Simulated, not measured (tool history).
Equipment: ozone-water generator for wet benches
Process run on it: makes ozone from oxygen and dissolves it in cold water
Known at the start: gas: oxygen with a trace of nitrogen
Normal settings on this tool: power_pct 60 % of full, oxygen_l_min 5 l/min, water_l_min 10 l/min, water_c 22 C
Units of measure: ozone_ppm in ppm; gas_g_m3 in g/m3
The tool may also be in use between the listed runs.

run 1 hour=0 | power_pct=60 oxygen_l_min=5 water_l_min=10 water_c=22 | ozone_ppm=25.3 gas_g_m3=212.6
run 2 hour=126.3 | power_pct=60 oxygen_l_min=5 water_l_min=10 water_c=22 | ozone_ppm=25.6 gas_g_m3=210
run 3 hour=228.3 | power_pct=60 oxygen_l_min=5 water_l_min=10 water_c=22 | ozone_ppm=25.5 gas_g_m3=212.3
run 4 hour=286.1 | power_pct=60 oxygen_l_min=5 water_l_min=10 water_c=22 | ozone_ppm=25.4 gas_g_m3=211.9
run 5 hour=343.3 | power_pct=60 oxygen_l_min=5 water_l_min=10 water_c=17 | ozone_ppm=27.8 gas_g_m3=211.3
run 6 hour=421.3 | power_pct=60 oxygen_l_min=6.85 water_l_min=10 water_c=22 | ozone_ppm=22.5 gas_g_m3=170.3
run 7 hour=522.8 | power_pct=60 oxygen_l_min=6.85 water_l_min=10 water_c=22 | ozone_ppm=22.4 gas_g_m3=171.1
run 8 hour=652.4 | power_pct=60 oxygen_l_min=5 water_l_min=12 water_c=22 | ozone_ppm=22.1 gas_g_m3=211.2
run 9 hour=750.3 | power_pct=60 oxygen_l_min=5 water_l_min=12 water_c=22 | ozone_ppm=21.7 gas_g_m3=210.2
run 10 hour=855.2 | power_pct=60 oxygen_l_min=5 water_l_min=10 water_c=22 | ozone_ppm=25 gas_g_m3=208.9
run 11 hour=918 | power_pct=60 oxygen_l_min=5 water_l_min=10 water_c=22 | ozone_ppm=25.3 gas_g_m3=209.1
run 12 hour=1016.3 | power_pct=89 oxygen_l_min=5 water_l_min=10 water_c=22 | ozone_ppm=33.7 gas_g_m3=279.2
run 13 hour=1092.8 | power_pct=67 oxygen_l_min=5 water_l_min=10 water_c=14 | ozone_ppm=31.5 gas_g_m3=225.7
run 14 hour=1178.4 | power_pct=87 oxygen_l_min=5 water_l_min=10 water_c=17 | ozone_ppm=36 gas_g_m3=273.5
run 15 hour=1247.9 | power_pct=70 oxygen_l_min=5 water_l_min=10 water_c=22 | ozone_ppm=27.7 gas_g_m3=234.4
run 16 hour=1354.8 | power_pct=70 oxygen_l_min=5 water_l_min=8 water_c=22 | ozone_ppm=32.3 gas_g_m3=233.3
run 17 hour=1489.7 | power_pct=60 oxygen_l_min=5 water_l_min=6 water_c=15 | ozone_ppm=39.9 gas_g_m3=210.3
-- hour=1519.1 water thermometer calibrated
run 18 hour=1595.3 | power_pct=60 oxygen_l_min=7.14 water_l_min=8 water_c=18 | ozone_ppm=27.2 gas_g_m3=164.5
run 19 hour=1700.2 | power_pct=69 oxygen_l_min=2.69 water_l_min=8 water_c=18 | ozone_ppm=41.2 gas_g_m3=354.2
run 20 hour=1827.7 | power_pct=69 oxygen_l_min=2.69 water_l_min=8 water_c=18 | ozone_ppm=41 gas_g_m3=352.5
run 21 hour=1960.5 | power_pct=79 oxygen_l_min=4.31 water_l_min=14 water_c=17 | ozone_ppm=26.2 gas_g_m3=277.4

Below are 3 alternative next runs, each starting from the tool's condition after run 21. Predict each:
run A hour=2018.4 | power_pct=88 oxygen_l_min=6.94 water_l_min=10 water_c=25 | ozone_ppm=? gas_g_m3=?
run B hour=2018.4 | power_pct=79 oxygen_l_min=4.31 water_l_min=14 water_c=23 | ozone_ppm=? gas_g_m3=?
run C hour=2018.4 | power_pct=79 oxygen_l_min=6.71 water_l_min=7 water_c=17 | ozone_ppm=? gas_g_m3=?

run=A ozone_ppm=27 gas_g_m3=219.7
run=B ozone_ppm=23.9 gas_g_m3=282.7
run=C ozone_ppm=37.6 gas_g_m3=206.8
Had the tool no hidden state, the same runs would have come out as:
run=A ozone_ppm=30.3 gas_g_m3=235.6
run=B ozone_ppm=26.8 gas_g_m3=301.7
run=C ozone_ppm=41.8 gas_g_m3=220.7
